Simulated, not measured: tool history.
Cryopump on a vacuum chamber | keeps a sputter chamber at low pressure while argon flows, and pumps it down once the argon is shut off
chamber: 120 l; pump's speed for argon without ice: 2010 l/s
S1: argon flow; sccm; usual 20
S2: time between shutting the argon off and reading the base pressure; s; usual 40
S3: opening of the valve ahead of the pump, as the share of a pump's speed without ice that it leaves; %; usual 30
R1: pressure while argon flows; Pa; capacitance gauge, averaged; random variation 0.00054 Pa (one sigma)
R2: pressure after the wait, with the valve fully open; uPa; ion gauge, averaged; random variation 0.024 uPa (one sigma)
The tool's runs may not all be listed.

Run 1, hour 0: usual settings. Result: R1 0.0576 Pa, R2 1.36 uPa.
Run 2, hour 20.4: usual settings but S2 171 s. Result: R1 0.0579 Pa, R2 0.75 uPa.
Run 3, hour 41.6: usual settings but S2 171 s. Result: R1 0.0568 Pa, R2 0.76 uPa.
Run 4, hour 79.3: usual settings but S2 171 s. Result: R1 0.0583 Pa, R2 0.77 uPa.
Run 5, hour 114.3: usual settings but S3 38 %. Result: R1 0.0461 Pa, R2 1.37 uPa.
Run 6, hour 133.5: usual settings but S3 38 %. Result: R1 0.0467 Pa, R2 1.36 uPa.
Run 7, hour 165: usual settings but S3 38 %. Result: R1 0.0462 Pa, R2 1.36 uPa.
Run 8, hour 197.9: usual settings but S3 38 %. Result: R1 0.0456 Pa, R2 1.37 uPa.
Run 9, hour 225.7: usual settings. Result: R1 0.057 Pa, R2 1.37 uPa.
Run 10, hour 251.3: usual settings. Result: R1 0.0572 Pa, R2 1.37 uPa.
Run 11, hour 295.9: usual settings but S1 16 sccm, S2 68 s. Result: R1 0.0468 Pa, R2 1.07 uPa.
Run 12, hour 335: usual settings but S1 16 sccm, S2 68 s. Result: R1 0.0468 Pa, R2 1.1 uPa.
Run 13, hour 380.4: usual settings but S1 10 sccm, S2 72 s. Result: R1 0.0281 Pa, R2 1.04 uPa.
Run 14, hour 409.2: usual settings but S1 17 sccm. Result: R1 0.0493 Pa, R2 1.29 uPa.
Run 15, hour 446.5: usual settings but S1 13 sccm, S3 40 %. Result: R1 0.0289 Pa, R2 1.41 uPa.
Run 16, hour 491.9: usual settings but S1 24 sccm. Result: R1 0.0704 Pa, R2 1.4 uPa.
Run 17, hour 511.9: usual settings but S1 19 sccm. Result: R1 0.0558 Pa, R2 1.42 uPa.
Run 18, hour 552.1: usual settings but S1 19 sccm. Result: R1 0.0563 Pa, R2 1.4 uPa.
Run 19, hour 570.8: usual settings but S2 148 s, S3 32 %. Result: R1 0.0554 Pa, R2 0.83 uPa.

Forecast each of these 4 alternatives for the next run:
Run A, hour 610.5: usual settings but S1 10 sccm, S2 148 s, S3 52 %. Result: R1 ?, R2 ?.
Run B, hour 610.5: usual settings but S1 24 sccm, S2 52 s, S3 32 %. Result: R1 ?, R2 ?.
Run C, hour 610.5: usual settings but S2 38 s. Result: R1 ?, R2 ?.
Run D, hour 610.5: usual settings but S2 69 s. Result: R1 ?, R2 ?.

run      R1    R2
  A  0.0175  0.86
  B   0.066  1.18
  C  0.0583  1.49
  D   0.058   1.1
Without the tool's hidden state the same runs would have given:
run      R1    R2
  A  0.0162  0.34
  B  0.0629  0.67
  C  0.0556  0.97
  D  0.0553  0.58
